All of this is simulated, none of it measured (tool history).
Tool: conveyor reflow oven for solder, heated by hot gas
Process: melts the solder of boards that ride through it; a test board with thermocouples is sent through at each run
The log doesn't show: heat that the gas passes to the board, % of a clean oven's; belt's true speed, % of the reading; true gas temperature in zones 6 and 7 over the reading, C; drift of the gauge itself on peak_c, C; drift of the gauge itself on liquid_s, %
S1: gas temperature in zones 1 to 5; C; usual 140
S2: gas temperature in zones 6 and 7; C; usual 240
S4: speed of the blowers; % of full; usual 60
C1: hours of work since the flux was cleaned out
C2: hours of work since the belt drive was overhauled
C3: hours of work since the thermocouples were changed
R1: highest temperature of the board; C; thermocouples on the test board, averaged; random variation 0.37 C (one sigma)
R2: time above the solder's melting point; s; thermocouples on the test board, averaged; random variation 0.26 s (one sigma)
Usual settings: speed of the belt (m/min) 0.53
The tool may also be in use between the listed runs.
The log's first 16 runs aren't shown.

{"run": 17, "day": 4.075, "S1": 149, "S2": 231, "speed of the belt (m/min)": 0.53, "S4": 60, "C1": 163, "C2": 431, "C3": 176, "R1": 216.6, "R2": 64}
{"run": 18, "day": 4.383, "S1": 149, "S2": 231, "speed of the belt (m/min)": 0.53, "S4": 60, "C1": 167, "C2": 435, "C3": 180, "R1": 216, "R2": 64}
{"run": 19, "day": 4.579, "S1": 149, "S2": 231, "speed of the belt (m/min)": 0.53, "S4": 60, "C1": 170, "C2": 438, "C3": 183, "R1": 216.1, "R2": 63.7}
{"run": 20, "day": 4.738, "S1": 140, "S2": 249, "speed of the belt (m/min)": 0.53, "S4": 60, "C1": 172, "C2": 440, "C3": 185, "R1": 229.6, "R2": 70.1}
{"run": 21, "day": 5.008, "S1": 139, "S2": 249, "speed of the belt (m/min)": 0.52, "S4": 87, "C1": 176, "C2": 444, "C3": 189, "R1": 237.4, "R2": 74.7}
{"run": 22, "day": 5.371, "S1": 132, "S2": 244, "speed of the belt (m/min)": 0.46, "S4": 78, "C1": 182, "C2": 449, "C3": 194, "R1": 233.1, "R2": 80}
{"run": 23, "day": 5.538, "S1": 132, "S2": 244, "speed of the belt (m/min)": 0.46, "S4": 78, "C1": 184, "C2": 452, "C3": 197, "R1": 233.4, "R2": 79.7}
{"run": 24, "day": 5.754, "S1": 146, "S2": 244, "speed of the belt (m/min)": 0.46, "S4": 85, "C1": 187, "C2": 455, "C3": 200, "R1": 235.2, "R2": 85.9}
{"run": 25, "day": 6.071, "S1": 146, "S2": 244, "speed of the belt (m/min)": 0.46, "S4": 85, "C1": 192, "C2": 459, "C3": 205, "R1": 236.2, "R2": 87}

The next listed run, before its measurement:
{"run": 26, "day": 6.342, "S1": 146, "S2": 244, "speed of the belt (m/min)": 0.46, "S4": 85, "C1": 196, "C2": 463, "C3": 208, "R1": "?", "R2": "?"}

{"run 26": {"R1": 236.3, "R2": 85.9}}
Without the tool's hidden state the same run would have given R1 236.7 C, R2 84.9 s.

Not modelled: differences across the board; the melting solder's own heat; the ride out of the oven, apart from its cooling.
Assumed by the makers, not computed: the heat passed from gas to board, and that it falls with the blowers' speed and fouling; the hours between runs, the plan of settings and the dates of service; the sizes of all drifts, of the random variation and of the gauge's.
